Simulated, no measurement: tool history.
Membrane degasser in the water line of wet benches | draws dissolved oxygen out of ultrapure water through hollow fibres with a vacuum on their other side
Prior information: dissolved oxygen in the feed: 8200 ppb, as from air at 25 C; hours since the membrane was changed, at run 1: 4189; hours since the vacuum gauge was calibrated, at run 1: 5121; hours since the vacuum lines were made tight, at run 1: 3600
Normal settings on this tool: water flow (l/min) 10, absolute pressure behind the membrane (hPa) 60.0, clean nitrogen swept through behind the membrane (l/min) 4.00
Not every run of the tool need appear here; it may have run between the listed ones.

| run | hour | water flow (l/min) | absolute pressure behind the membrane (hPa) | clean nitrogen swept through behind the membrane (l/min) | hours since the membrane was changed | hours since the vacuum gauge was calibrated | hours since the vacuum lines were made tight | dissolved oxygen in the water behind the degasser (ppb) | pressure that the water loses in the fibres (hPa) |
|---|---|---|---|---|---|---|---|---|---|
| 1 | 0.0 | 10 | 60.0 | 4.00 | 4189 | 5121 | 3600 | 193.6 | 440.9 |
| 2 | 117.6 | 10 | 60.0 | 4.00 | 4307 | 5238 | 3718 | 194.8 | 438.8 |
| 3 | 212.3 | 14 | 60.0 | 4.00 | 4402 | 5333 | 3813 | 314.5 | 615.5 |
| 4 | 356.6 | 14 | 60.0 | 4.00 | 4546 | 5477 | 3957 | 321.7 | 621.3 |
| 5 | 514.3 | 10 | 124.5 | 4.00 | 4704 | 5635 | 4115 | 236.2 | 440.6 |
|  | 638.4 | vacuum gauge calibrated |
| 6 | 674.8 | 10 | 60.0 | 1.88 | 4864 | 36 | 4275 | 213.6 | 443.3 |
| 7 | 758.9 | 10 | 60.0 | 1.88 | 4948 | 120 | 4359 | 212.2 | 443.8 |
| 8 | 896.2 | 10 | 60.0 | 4.00 | 5085 | 258 | 4496 | 196.3 | 448.6 |
| 9 | 997.1 | 10 | 60.0 | 4.00 | 5186 | 359 | 4597 | 197.2 | 445.7 |
| 10 | 1180.9 | 10 | 60.0 | 4.00 | 5370 | 543 | 4781 | 195.5 | 448.3 |
| 11 | 1305.4 | 10 | 60.0 | 4.00 | 5494 | 667 | 4905 | 195.9 | 444.9 |
| 12 | 1473.0 | 10 | 60.0 | 4.00 | 5662 | 835 | 5073 | 197.8 | 448.4 |
| 13 | 1658.1 | 10 | 60.0 | 4.00 | 5847 | 1020 | 5258 | 197.9 | 447.6 |
| 14 | 1784.5 | 10 | 60.0 | 4.00 | 5974 | 1146 | 5385 | 200.0 | 452.7 |
| 15 | 1938.6 | 10 | 60.0 | 4.00 | 6128 | 1300 | 5539 | 198.6 | 450.1 |
| 16 | 2102.2 | 10 | 45.5 | 4.00 | 6291 | 1464 | 5702 | 193.8 | 449.6 |
| 17 | 2194.2 | 10 | 45.5 | 4.00 | 6383 | 1556 | 5794 | 190.7 | 448.5 |
| 18 | 2280.4 | 10 | 45.5 | 4.00 | 6469 | 1642 | 5880 | 192.7 | 450.3 |
| 19 | 2389.5 | 10 | 46.5 | 6.34 | 6578 | 1751 | 5989 | 190.3 | 450.3 |
| 20 | 2566.8 | 10 | 67.4 | 9.42 | 6756 | 1928 | 6167 | 198.0 | 452.4 |
| 21 | 2667.5 | 10 | 67.4 | 9.42 | 6856 | 2029 | 6267 | 193.9 | 447.7 |
|  | 2712.3 | seals of the vacuum lines changed |
| 22 | 2815.5 | 8 | 60.0 | 4.00 | 7003 | 2175 | 103 | 141.6 | 359.8 |
| 23 | 2918.1 | 8 | 60.0 | 10.20 | 7105 | 2278 | 206 | 133.0 | 362.0 |
| 24 | 3095.8 | 14 | 44.5 | 6.70 | 7283 | 2455 | 384 | 313.7 | 628.9 |
| 25 | 3273.9 | 13 | 60.0 | 4.00 | 7461 | 2633 | 562 | 296.6 | 588.9 |
| 26 | 3351.3 | 9 | 60.0 | 6.72 | 7538 | 2711 | 639 | 166.7 | 405.7 |
| 27 | 3528.7 | 10 | 46.0 | 3.13 | 7716 | 2888 | 816 | 202.6 | 454.5 |
| 28 | 3704.5 | 9 | 54.6 | 1.97 | 7892 | 3064 | 992 | 187.2 | 407.7 |
| 29 | 3800.6 | 9 | 97.8 | 1.97 | 7988 | 3160 | 1088 | 237.5 | 405.7 |
| 30 | 3981.3 | 9 | 97.8 | 1.97 | 8168 | 3341 | 1269 | 234.6 | 409.0 |
| 31 | 4134.1 | 9 | 97.8 | 4.48 | 8321 | 3494 | 1422 | 193.1 | 409.0 |

Describe how what the log doesn't record of the tool's condition differs between the last listed run preceding each entry between runs and the first listed run following it.
Between runs 5 and 6: vacuum gauge calibrated (hour 638.4)
  membrane still open, %: 97.4 -> 97.3; true pressure behind the membrane over the reading, kPa: 0.37 -> 0.05; air that leaks in behind the membrane, l/min: 0.013 -> 0.0134
  the result without the hidden state subtracted from the measured one, dissolved oxygen in the water behind the degasser (ppb): +21.0 -> +19.4; pressure that the water loses in the fibres (hPa): +11.4 -> +11.9
Between runs 21 and 22: seals of the vacuum lines changed (hour 2712.3)
  membrane still open, %: 96.2 -> 96.1; true pressure behind the membrane over the reading, kPa: 0.19 -> 0.2; air that leaks in behind the membrane, l/min: 0.0181 -> 0.0025
  the result without the hidden state subtracted from the measured one, dissolved oxygen in the water behind the degasser (ppb): +26.4 -> +20.4; pressure that the water loses in the fibres (hPa): +16.9 -> +14.0
